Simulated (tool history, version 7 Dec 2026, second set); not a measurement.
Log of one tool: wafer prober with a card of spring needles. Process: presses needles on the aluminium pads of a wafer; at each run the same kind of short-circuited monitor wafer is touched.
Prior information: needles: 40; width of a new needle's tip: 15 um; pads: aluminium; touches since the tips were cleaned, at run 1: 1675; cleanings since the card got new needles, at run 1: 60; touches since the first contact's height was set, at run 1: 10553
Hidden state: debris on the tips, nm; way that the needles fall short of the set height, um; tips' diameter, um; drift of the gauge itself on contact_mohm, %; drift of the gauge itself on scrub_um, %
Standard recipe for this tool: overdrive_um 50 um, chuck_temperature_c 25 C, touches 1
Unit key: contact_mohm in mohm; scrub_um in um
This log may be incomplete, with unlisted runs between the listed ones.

| run | hour | overdrive_um | chuck_temperature_c | touches | touches since the tips were cleaned | cleanings since the card got new needles | touches since the first contact's height was set | contact_mohm | scrub_um |
|---|---|---|---|---|---|---|---|---|---|
| 1 | 0.0 | 50 | 25 | 1 | 1675 | 60 | 10553 | 318 | 8.18 |
|  | 1.0 | tips cleaned on abrasive film |
|  | 5.2 | tips cleaned on abrasive film |
|  | 9.3 | tips cleaned on abrasive film |
| 2 | 10.5 | 50 | 25 | 1 | 788 | 63 | 17475 | 236 | 8.15 |
|  | 13.0 | tips cleaned on abrasive film |
|  | 16.4 | tips cleaned on abrasive film |
|  | 20.6 | tips cleaned on abrasive film |
|  | 24.8 | tips cleaned on abrasive film |
|  | 28.9 | tips cleaned on abrasive film |
| 3 | 30.5 | 50 | 25 | 1 | 1077 | 68 | 30759 | 262 | 8.10 |
|  | 33.1 | tips cleaned on abrasive film |
|  | 37.3 | tips cleaned on abrasive film |
| 4 | 39.7 | 47 | 25 | 1 | 1660 | 70 | 36858 | 353 | 7.62 |
|  | 41.4 | tips cleaned on abrasive film |
|  | 45.6 | tips cleaned on abrasive film |
|  | 49.8 | tips cleaned on abrasive film |
|  | 54.0 | tips cleaned on abrasive film |
| 5 | 57.2 | 35 | 25 | 1 | 2191 | 74 | 48481 | 656 | 5.60 |
|  | 58.1 | tips cleaned on abrasive film |
|  | 62.3 | tips cleaned on abrasive film |
|  | 66.2 | tips cleaned on abrasive film |
| 6 | 66.2 | 50 | 25 | 1 | 0 | 77 | 54403 | 156 | 8.03 |
|  | 70.4 | tips cleaned on abrasive film |
|  | 74.6 | tips cleaned on abrasive film |
|  | 78.8 | tips cleaned on abrasive film |
|  | 83.0 | tips cleaned on abrasive film |
| 7 | 84.3 | 50 | 25 | 1 | 905 | 81 | 66404 | 260 | 8.01 |
|  | 86.8 | tips cleaned on abrasive film |
|  | 91.0 | tips cleaned on abrasive film |
|  | 94.4 | tips cleaned on abrasive film |
|  | 98.6 | tips cleaned on abrasive film |
|  | 100.0 | height of the first contact set anew |
| 8 | 100.0 | 50 | 25 | 1 | 758 | 85 | 0 | 233 | 8.20 |
|  | 102.5 | tips cleaned on abrasive film |
|  | 106.7 | tips cleaned on abrasive film |
|  | 110.9 | tips cleaned on abrasive film |
|  | 114.3 | tips cleaned on abrasive film |
|  | 118.4 | tips cleaned on abrasive film |
| 9 | 119.6 | 50 | 25 | 1 | 795 | 90 | 13002 | 258 | 8.15 |
|  | 122.2 | tips cleaned on abrasive film |
|  | 126.3 | tips cleaned on abrasive film |
|  | 129.7 | tips cleaned on abrasive film |
| 10 | 132.9 | 50 | 25 | 2 | 2174 | 93 | 21834 | 289 | 8.13 |
|  | 133.8 | tips cleaned on abrasive film |
|  | 138.0 | tips cleaned on abrasive film |
|  | 141.7 | tips cleaned on abrasive film |
| 11 | 141.7 | 50 | 25 | 1 | 0 | 96 | 27632 | 158 | 8.11 |
|  | 145.9 | tips cleaned on abrasive film |
|  | 150.1 | tips cleaned on abrasive film |
|  | 153.9 | tips cleaned on abrasive film |
| 12 | 153.9 | 50 | 25 | 2 | 0 | 99 | 35685 | 138 | 8.09 |
|  | 157.3 | tips cleaned on abrasive film |
|  | 160.6 | tips cleaned on abrasive film |
|  | 164.8 | tips cleaned on abrasive film |
|  | 168.6 | tips cleaned on abrasive film |
| 13 | 168.6 | 50 | 25 | 2 | 0 | 103 | 45442 | 149 | 8.07 |
|  | 172.8 | tips cleaned on abrasive film |
|  | 177.0 | tips cleaned on abrasive film |
|  | 181.2 | tips cleaned on abrasive film |
|  | 185.4 | tips cleaned on abrasive film |
| 14 | 187.5 | 35 | 32 | 1 | 1465 | 107 | 57987 | 500 | 5.58 |
|  | 189.2 | tips cleaned on abrasive film |
|  | 193.4 | tips cleaned on abrasive film |
|  | 197.6 | tips cleaned on abrasive film |
| 15 | 198.6 | 35 | 32 | 1 | 685 | 110 | 65325 | 379 | 5.54 |
|  | 201.2 | tips cleaned on abrasive film |
|  | 204.5 | tips cleaned on abrasive film |
|  | 208.6 | tips cleaned on abrasive film |
| 16 | 208.6 | 47 | 33 | 2 | 0 | 113 | 71926 | 146 | 7.48 |
|  | 212.0 | tips cleaned on abrasive film |
|  | 216.2 | tips cleaned on abrasive film |
|  | 216.5 | height of the first contact set anew |
|  | 220.7 | tips cleaned on abrasive film |
|  | 224.8 | tips cleaned on abrasive film |
| 17 | 225.5 | 47 | 33 | 2 | 465 | 117 | 6014 | 189 | 7.67 |
|  | 228.9 | tips cleaned on abrasive film |
|  | 232.2 | tips cleaned on abrasive film |
|  | 236.4 | tips cleaned on abrasive film |
| 18 | 238.6 | 47 | 33 | 2 | 1458 | 120 | 14685 | 257 | 7.68 |
|  | 240.3 | tips cleaned on abrasive film |
|  | 244.5 | tips cleaned on abrasive film |
|  | 248.7 | tips cleaned on abrasive film |
| 19 | 249.7 | 47 | 33 | 2 | 686 | 123 | 22028 | 212 | 7.63 |
|  | 252.2 | tips cleaned on abrasive film |
|  | 256.4 | tips cleaned on abrasive film |
|  | 260.6 | tips cleaned on abrasive film |
|  | 264.0 | tips cleaned on abrasive film |
| 20 | 265.6 | 47 | 33 | 2 | 1110 | 127 | 32572 | 241 | 7.62 |
|  | 267.7 | tips cleaned on abrasive film |
|  | 271.1 | tips cleaned on abrasive film |
|  | 275.3 | tips cleaned on abrasive film |
| 21 | 277.1 | 47 | 40 | 1 | 1281 | 130 | 40216 | 331 | 7.58 |
|  | 278.9 | tips cleaned on abrasive film |
|  | 283.1 | tips cleaned on abrasive film |
| 22 | 285.3 | 47 | 40 | 1 | 1543 | 132 | 45641 | 360 | 7.56 |
|  | 287.1 | tips cleaned on abrasive film |
|  | 290.4 | tips cleaned on abrasive film |
|  | 294.6 | tips cleaned on abrasive film |
|  | 298.8 | tips cleaned on abrasive film |
| 23 | 301.7 | 62 | 58 | 1 | 1972 | 136 | 56490 | 276 | 10.03 |
|  | 302.6 | tips cleaned on abrasive film |
|  | 306.8 | tips cleaned on abrasive film |
|  | 310.2 | tips cleaned on abrasive film |
|  | 314.3 | tips cleaned on abrasive film |
|  | 318.5 | tips cleaned on abrasive film |
| 24 | 318.9 | 62 | 58 | 1 | 257 | 141 | 67843 | 167 | 9.97 |
|  | 322.3 | tips cleaned on abrasive film |
|  | 326.5 | tips cleaned on abrasive film |
|  | 330.6 | tips cleaned on abrasive film |
|  | 332.6 | height of the first contact set anew |
|  | 334.8 | tips cleaned on abrasive film |
| 25 | 334.8 | 44 | 111 | 1 | 0 | 145 | 1473 | 173 | 7.21 |

Consider 4 possible next runs. They are alternatives, not a sequence: every one starts from the tool as it was left by run 25. What does each give?
|  | 339.0 | tips cleaned on abrasive film |
|  | 343.2 | tips cleaned on abrasive film |
|  | 347.3 | tips cleaned on abrasive film |
| A | 347.3 | 50 | 47 | 2 | 0 | 148 | 9712 | ? | ? |
|  | 339.0 | tips cleaned on abrasive film |
|  | 343.2 | tips cleaned on abrasive film |
|  | 347.3 | tips cleaned on abrasive film |
| B | 347.3 | 44 | 58 | 2 | 0 | 148 | 9712 | ? | ? |
|  | 339.0 | tips cleaned on abrasive film |
|  | 343.2 | tips cleaned on abrasive film |
|  | 347.3 | tips cleaned on abrasive film |
| C | 347.3 | 44 | 111 | 2 | 0 | 148 | 9712 | ? | ? |
|  | 339.0 | tips cleaned on abrasive film |
|  | 343.2 | tips cleaned on abrasive film |
|  | 347.3 | tips cleaned on abrasive film |
| D | 347.3 | 39 | 28 | 1 | 0 | 148 | 9712 | ? | ? |

| run | contact_mohm | scrub_um |
|---|---|---|
| A | 153 | 8.15 |
| B | 159 | 7.19 |
| C | 168 | 7.18 |
| D | 178 | 6.37 |
Without the tool's unlogged condition, the same runs would have read:
| run | contact_mohm | scrub_um |
|---|---|---|
| A | 135 | 8.17 |
| B | 138 | 7.22 |
| C | 147 | 7.21 |
| D | 136 | 6.39 |

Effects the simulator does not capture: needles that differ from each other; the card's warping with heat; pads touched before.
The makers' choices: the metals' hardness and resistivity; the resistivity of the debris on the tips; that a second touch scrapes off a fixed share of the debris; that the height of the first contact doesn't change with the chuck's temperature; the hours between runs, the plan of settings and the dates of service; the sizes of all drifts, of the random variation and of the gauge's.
